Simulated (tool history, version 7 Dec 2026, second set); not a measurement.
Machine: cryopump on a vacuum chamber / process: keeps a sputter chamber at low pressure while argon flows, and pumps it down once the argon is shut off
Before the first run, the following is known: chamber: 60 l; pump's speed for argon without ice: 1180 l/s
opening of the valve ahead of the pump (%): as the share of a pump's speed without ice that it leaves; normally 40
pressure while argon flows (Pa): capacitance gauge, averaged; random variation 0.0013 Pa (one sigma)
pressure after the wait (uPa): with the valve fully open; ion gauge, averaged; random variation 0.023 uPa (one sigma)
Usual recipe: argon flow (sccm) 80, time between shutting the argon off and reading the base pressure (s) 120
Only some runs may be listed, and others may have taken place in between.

run	hour	argon flow (sccm)	time between shutting the argon off and reading the base pressure (s)	opening of the valve ahead of the pump (%)	pressure while argon flows (Pa)	pressure after the wait (uPa)
1	0	80	120	40	0.3218	1.99
2	107.2	79	120	40	0.333	2.31
# hour 148.1: pump warmed up, emptied and cooled again
3	200.7	79	272	40	0.289	1.64
4	300.6	79	272	40	0.2971	1.86
5	414.3	79	272	40	0.3096	2.17
6	486.5	79	272	40	0.3203	2.53
# hour 582.4: pump warmed up, emptied and cooled again
7	582.4	79	272	40	0.2825	2.1
8	645.8	80	120	40	0.2942	2.57
9	754.5	80	120	40	0.3028	2.96
10	854.2	80	120	40	0.317	3.33
11	919.2	52	120	40	0.2094	3.53
# hour 966.1: leaking fittings of the chamber tightened, without venting
# hour 1018.3: pump warmed up, emptied and cooled again
12	1031.5	140	120	40	0.5078	0.89
13	1122.1	140	95	40	0.5223	1.2
14	1194.5	140	95	40	0.5346	1.33
15	1282	80	38	40	0.3183	2.5
16	1394.5	80	38	40	0.3308	2.73
# hour 1455.9: pump warmed up, emptied and cooled again
17	1504.2	80	171	40	0.2955	1.47
18	1590.3	135	171	40	0.5087	1.63
19	1706.8	127	171	40	0.4963	1.88
20	1755.2	80	120	34	0.3685	2.23
21	1853.2	80	120	34	0.3816	2.59
# hour 1891: pump warmed up, emptied and cooled again
22	1967.4	80	120	34	0.346	2.26
23	2058.8	80	120	38	0.3201	2.55
24	2162.7	58	49	20	0.4389	3.66
25	2221.6	65	120	40	0.263	3.02
26	2298.3	84	238	21	0.6277	3.15
# hour 2326.7: pump warmed up, emptied and cooled again
27	2365.5	84	238	21	0.5801	2.48
28	2445.3	80	120	24	0.4858	3.07
29	2528.8	148	185	23	0.959	3.1
# hour 2536.2: leaking fittings of the chamber tightened, without venting
30	2639.6	148	39	40	0.5898	2.07
31	2691.3	80	180	40	0.3253	1
32	2755.3	80	111	57	0.2509	1.35
# hour 2766.7: pump warmed up, emptied and cooled again
33	2858.2	80	149	46	0.2624	1.22

Measured minus without-hidden-state, run by run (identical run-to-run variation in each term; gauge scatter may differ):
Unlogged tool condition in this case: pump's speed, % of a pump's without ice; cold plate's temperature, K; leak into the chamber, uPa l/s; drift of the gauge itself on working_pa, %; drift of the gauge itself on base_upa, %.
run	pressure while argon flows (Pa)	pressure after the wait (uPa)
1	+0.0361	+1.17
2	+0.0508	+1.5
3	+0.0065	+1.14
4	+0.0149	+1.39
5	+0.0269	+1.72
6	+0.0362	+2.02
7	+0.0021	+1.63
8	+0.0076	+1.78
9	+0.0171	+2.15
10	+0.0285	+2.51
11	+0.0232	+2.76
12	+0.0063	+0.09
13	+0.0212	+0.26
14	+0.0333	+0.4
15	+0.0287	+0.58
16	+0.0432	+0.85
17	+0.0072	+0.82
18	+0.0247	+0.98
19	+0.0417	+1.29
20	+0.032	+1.42
21	+0.0455	+1.78
22	+0.0102	+1.46
23	+0.019	+1.75
24	+0.0226	+2.09
25	+0.0315	+2.23
26	+0.0537	+2.62
27	+0.0066	+1.94
28	+0.0132	+2.26
29	+0.0396	+2.49
30	+0.0617	+0.25
31	+0.0403	+0.39
32	+0.0496	+0.55
33	+0.0108	+0.5
